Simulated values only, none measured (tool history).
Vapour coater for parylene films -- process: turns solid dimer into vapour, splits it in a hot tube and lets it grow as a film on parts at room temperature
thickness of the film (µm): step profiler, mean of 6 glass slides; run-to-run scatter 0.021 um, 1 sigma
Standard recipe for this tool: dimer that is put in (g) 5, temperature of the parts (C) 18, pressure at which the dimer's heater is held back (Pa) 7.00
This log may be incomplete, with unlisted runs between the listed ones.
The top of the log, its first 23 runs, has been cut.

run	hour	dimer that is put in (g)	temperature of the parts (C)	pressure at which the dimer's heater is held back (Pa)	hours of work since the trap's valve was overhauled	hours of work since the table's thermometer was calibrated	thickness of the film (µm)
24	390.0	5	18	7.00	430	341	0.76
25	406.3	5	25	2.26	439	350	0.75
26	425.5	5	25	2.26	450	361	0.76
27	440.0	4	11	6.72	458	369	0.81
28	450.8	4	10	10.16	464	375	0.72
29	462.9	3	23	5.01	471	382	0.43
30	483.9	5	10	2.54	483	394	1.18
31	494.4	5	10	2.54	488	399	1.24
32	510.5	5	10	2.54	497	408	1.24
33	528.0	2	18	7.00	507	418	0.26
34	550.7	6	18	7.92	520	431	0.87
35	568.9	6	13	3.49	530	441	1.27
36	580.2	9	16	9.63	537	447	1.29
37	594.9	9	16	9.63	545	456	1.35
38	613.0	9	16	9.63	555	466	1.34
39	634.0	4	13	8.32	567	478	0.65
40	657.5	4	23	6.62	580	491	0.52
41	668.3	5	18	7.00	586	497	0.74
42	687.3	7	18	7.00	596	507	1.02
# hour 702.9: trap's valve overhauled
43	712.2	7	18	7.00	5	519	1.17
44	735.2	6	12	9.92	18	532	1.10
45	755.4	6	22	4.38	29	543	0.98
46	774.5	4	17	2.88	40	554	0.86
47	795.7	3	25	2.43	52	566	0.47
48	809.9	2	18	7.00	60	574	0.34

What if the next run were any one of these 3? Each begins from the tool's condition after run 48:
A	824.4	2	19	7.00	68	582	?
B	824.4	9	18	7.39	68	582	?
C	824.4	4	14	2.77	68	582	?

run	thickness of the film (µm)
A	0.32
B	1.47
C	0.94
What these runs would have given with no unlogged condition in the tool:
run	thickness of the film (µm)
A	0.33
B	1.53
C	0.98

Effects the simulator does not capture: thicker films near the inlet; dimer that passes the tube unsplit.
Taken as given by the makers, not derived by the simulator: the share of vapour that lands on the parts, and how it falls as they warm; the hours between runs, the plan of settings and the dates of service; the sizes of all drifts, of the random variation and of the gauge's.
